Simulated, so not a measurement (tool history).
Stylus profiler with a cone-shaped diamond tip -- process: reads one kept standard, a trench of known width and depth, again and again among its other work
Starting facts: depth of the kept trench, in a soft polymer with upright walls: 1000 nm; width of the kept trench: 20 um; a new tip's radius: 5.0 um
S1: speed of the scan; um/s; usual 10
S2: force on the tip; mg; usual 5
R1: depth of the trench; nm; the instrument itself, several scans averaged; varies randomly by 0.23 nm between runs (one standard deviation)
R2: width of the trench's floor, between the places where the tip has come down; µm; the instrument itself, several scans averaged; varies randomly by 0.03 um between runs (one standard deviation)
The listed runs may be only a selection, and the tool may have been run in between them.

run 1 hour=0 | S1=10 S2=5 | R1=1015.39 R2=13.96
run 2 hour=13.3 | S1=10 S2=5 | R1=1015.3 R2=13.98
run 3 hour=31.5 | S1=10 S2=1.89 | R1=1007.79 R2=13.95
run 4 hour=47.9 | S1=10 S2=1.89 | R1=1007.84 R2=13.96
run 5 hour=58.5 | S1=10 S2=1.89 | R1=1007.82 R2=13.98
run 6 hour=79 | S1=10 S2=1.89 | R1=1007.98 R2=13.96
run 7 hour=92.5 | S1=5 S2=5 | R1=1015.66 R2=14.02
run 8 hour=103.1 | S1=10 S2=5 | R1=1015.37 R2=13.96
run 9 hour=124.6 | S1=10 S2=2.94 | R1=1011.07 R2=13.95
run 10 hour=148.1 | S1=9 S2=2.94 | R1=1011.03 R2=13.98
run 11 hour=158.9 | S1=9 S2=2.94 | R1=1010.74 R2=13.97
run 12 hour=174.7 | S1=10 S2=5 | R1=1015.4 R2=13.95
run 13 hour=198.9 | S1=10 S2=5 | R1=1015.45 R2=13.96

Forecast run 14:
run 14 hour=216.3 | S1=10 S2=5 | R1=? R2=?

Run 14 measured R1 1015.72 nm, R2 13.98 µm.
The same run, on a tool lacking any hidden state, would have yielded R1 1015.72 nm, R2 13.98 µm.

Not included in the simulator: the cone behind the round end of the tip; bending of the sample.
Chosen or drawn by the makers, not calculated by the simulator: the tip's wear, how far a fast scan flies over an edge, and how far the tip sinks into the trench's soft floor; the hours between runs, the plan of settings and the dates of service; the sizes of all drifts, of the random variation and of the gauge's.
